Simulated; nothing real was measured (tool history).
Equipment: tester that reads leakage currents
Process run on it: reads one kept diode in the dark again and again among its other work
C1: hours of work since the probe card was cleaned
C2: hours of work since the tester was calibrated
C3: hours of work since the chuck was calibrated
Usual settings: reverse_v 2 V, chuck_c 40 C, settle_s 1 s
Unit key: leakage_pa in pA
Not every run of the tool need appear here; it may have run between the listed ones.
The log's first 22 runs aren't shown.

Run 23, hour 1342.7: usual settings but reverse_v 2.97 V, settle_s 9.23 s; C1 803; C2 1142; C3 916. Result: leakage_pa 376.7 pA.
Run 24, hour 1391.4: usual settings but reverse_v 14.16 V, chuck_c 29 C, settle_s 1.3 s; C1 827; C2 1166; C3 941. Result: leakage_pa 337.12 pA.
Run 25, hour 1454.2: usual settings but reverse_v 14.16 V, chuck_c 34 C, settle_s 1.3 s; C1 858; C2 1197; C3 972. Result: leakage_pa 529.29 pA.
Run 26, hour 1491.4: usual settings but settle_s 0.33 s; C1 877; C2 1216; C3 991. Result: leakage_pa 307.45 pA.
Run 27, hour 1541.3: usual settings but settle_s 0.33 s; C1 902; C2 1241; C3 1016. Result: leakage_pa 307.87 pA.
Run 28, hour 1581.9: usual settings but reverse_v 9.47 V, chuck_c 34 C, settle_s 6.35 s; C1 922; C2 1261; C3 1036. Result: leakage_pa 425.7 pA.
Run 29, hour 1615.8: usual settings but reverse_v 9.96 V, chuck_c 36 C, settle_s 0.38 s; C1 939; C2 1278; C3 1053. Result: leakage_pa 526.19 pA.
Run 30, hour 1693.6: usual settings but reverse_v 12.09 V, chuck_c 41 C, settle_s 1.23 s; C1 978; C2 1317; C3 1092. Result: leakage_pa 891.84 pA.
Run 31, hour 1748.9: usual settings but reverse_v 12.09 V, chuck_c 48 C, settle_s 1.23 s; C1 1006; C2 1345; C3 1120. Result: leakage_pa 1571.87 pA.
Run 32, hour 1810.9: usual settings but reverse_v 4.74 V; C1 1037; C2 1376; C3 1151. Result: leakage_pa 494.58 pA.
Run 33, hour 1845.7: usual settings but settle_s 9.78 s; C1 1054; C2 1394; C3 1168. Result: leakage_pa 306.98 pA.
Run 34, hour 1897.7: usual settings but reverse_v 6.58 V, chuck_c 49 C, settle_s 6.34 s; C1 1081; C2 1420; C3 1194. Result: leakage_pa 1243.05 pA.
Run 35, hour 1952.7: usual settings but reverse_v 2.93 V; C1 1108; C2 1447; C3 1222. Result: leakage_pa 382.83 pA.
Run 36, hour 1998.9: usual settings but reverse_v 1.51 V, chuck_c 32 C, settle_s 6.19 s; C1 1131; C2 1470; C3 1245. Result: leakage_pa 133.01 pA.
Run 37, hour 2063.1: usual settings but reverse_v 10.11 V, chuck_c 23 C, settle_s 0.51 s; C1 1163; C2 1502; C3 1277. Result: leakage_pa 169.38 pA.
Run 38, hour 2104.7: usual settings but reverse_v 10.11 V, chuck_c 23 C, settle_s 0.51 s; C1 1184; C2 1523; C3 1298. Result: leakage_pa 169.83 pA.
Run 39, hour 2153.9: usual settings but chuck_c 46 C, settle_s 7.14 s; C1 1209; C2 1548; C3 1323. Result: leakage_pa 516.18 pA.
Run 40, hour 2222.6: usual settings but reverse_v 1.99 V, settle_s 6.62 s; C1 1243; C2 1582; C3 1357. Result: leakage_pa 313.07 pA.
Run 41, hour 2278.2: usual settings but chuck_c 26 C, settle_s 0.62 s; C1 1271; C2 1610; C3 1385. Result: leakage_pa 91.38 pA.

Forecast each of these 3 alternatives for the next run:
Run A, hour 2356.5: usual settings but chuck_c 26 C; C1 1310; C2 1649; C3 1424. Result: leakage_pa ?.
Run B, hour 2356.5: usual settings but reverse_v 2.49 V, chuck_c 30 C, settle_s 3.87 s; C1 1310; C2 1649; C3 1424. Result: leakage_pa ?.
Run C, hour 2356.5: usual settings but chuck_c 26 C, settle_s 5.35 s; C1 1310; C2 1649; C3 1424. Result: leakage_pa ?.

run  leakage_pa
  A       91.59
  B      147.55
  C       91.36
With no hidden state in the tool, these same runs would have given:
run  leakage_pa
  A       82.96
  B      134.06
  C       82.72

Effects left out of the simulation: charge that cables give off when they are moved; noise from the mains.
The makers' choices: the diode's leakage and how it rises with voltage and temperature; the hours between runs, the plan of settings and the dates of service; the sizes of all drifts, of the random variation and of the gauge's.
